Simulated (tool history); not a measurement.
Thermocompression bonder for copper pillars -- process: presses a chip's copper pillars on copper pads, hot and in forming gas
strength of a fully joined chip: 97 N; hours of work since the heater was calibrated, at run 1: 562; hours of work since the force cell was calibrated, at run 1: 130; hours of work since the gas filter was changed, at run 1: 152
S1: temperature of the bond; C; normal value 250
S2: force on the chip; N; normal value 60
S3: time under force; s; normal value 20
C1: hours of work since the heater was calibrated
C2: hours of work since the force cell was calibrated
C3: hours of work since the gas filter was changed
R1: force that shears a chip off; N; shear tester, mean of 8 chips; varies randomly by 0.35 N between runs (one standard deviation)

run   hour   S1  S2  S3   C1   C2   C3    R1
  1    0.0  250  60  20  562  130  152  70.7
  2   14.6  250  60  20  573  141  163  70.2
  3   25.4  250  60  20  582  150  172  70.8
  4   35.1  250  60  20  589  157  179  70.7
  5   50.1  250  60  20  601  169  191  71.0
  6   66.5  250  60  20  614  182  204  70.2
  7   83.1  250  60  20  627  195  217  70.6
      90.4  -- forming gas filter changed
  8  100.5  250  60  41  640  208    8  81.7
  9  109.7  250  60  41  647  215   15  81.1
 10  118.9  250  46  20  654  222   22  63.2
 11  135.3  250  60  20  667  235   35  70.4
 12  144.3  250  60  20  674  242   42  70.6
 13  160.5  250  60  20  687  255   55  70.7
 14  173.2  279  90  20  696  265   65  89.8
 15  186.9  236  90  55  707  276   75  88.4
 16  206.6  236  90  55  723  291   91  88.9
     212.4  -- heater calibrated with a thermocouple chip
 17  217.4  236  90  55    4  298   98  88.1
 18  234.3  250  38  19   17  311  111  56.0
 19  244.1  257  38  45   25  319  118  75.3
 20  260.4  265  73  20   37  331  131  83.0
 21  281.8  265  73  20   54  348  148  82.3
 22  290.9  252  67  38   61  355  155  84.4
 23  300.1  250  60  22   68  362  162  72.1
 24  313.2  278  48  35   79  373  172  86.0
 25  333.4  250  48  20   94  388  188  63.8
 26  348.3  261  48  15  106  400  200  65.1

Consider 4 possible next runs. They are alternatives, not a sequence: every one starts from the tool as it was left by run 26. What does each give?
  A  363.1  250  60  38  118  412  211   ?
  B  363.1  245  48  41  118  412  211   ?
  C  363.1  260  59  15  118  412  211   ?
  D  363.1  261  68  15  118  412  211   ?

run    R1
  A  80.9
  B  73.9
  C  71.2
  D  75.5
Without the tool's hidden state the same runs would have given:
run    R1
  A  80.9
  B  74.0
  C  71.2
  D  75.5
